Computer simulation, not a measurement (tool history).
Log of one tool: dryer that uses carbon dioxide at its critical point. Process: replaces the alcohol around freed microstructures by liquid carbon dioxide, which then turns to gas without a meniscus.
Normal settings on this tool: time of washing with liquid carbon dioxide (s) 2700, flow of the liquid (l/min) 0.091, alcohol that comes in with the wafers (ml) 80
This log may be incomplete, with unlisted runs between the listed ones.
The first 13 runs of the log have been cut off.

run,hour,time of washing with liquid carbon dioxide (s),flow of the liquid (l/min),alcohol that comes in with the wafers (ml),alcohol left in the vessel before it's heated (ppm by volume)
14,93.8,2700,0.0843,80,741
15,98.5,2700,0.091,20,143
16,105.9,2700,0.091,20,130
17,110.3,2700,0.0951,80,386
18,115.7,2220,0.091,80,1386
19,123.8,2220,0.091,80,1356
20,129.6,2220,0.091,80,1449
21,135.6,2700,0.091,80,506
22,143,2700,0.091,80,501
23,149.9,2700,0.091,80,528
24,159.1,2700,0.091,68,445
25,166.8,2700,0.091,68,447
# hour 173.6: inlet filter changed
26,175.8,2700,0.091,68,284

Predict the results of run 27:
27,182.9,2700,0.106,92,?

alcohol left in the vessel before it's heated (ppm by volume): 156
With the hidden condition absent and the run-to-run variation left alone, this run would have shown alcohol left in the vessel before it's heated (ppm by volume) 126.
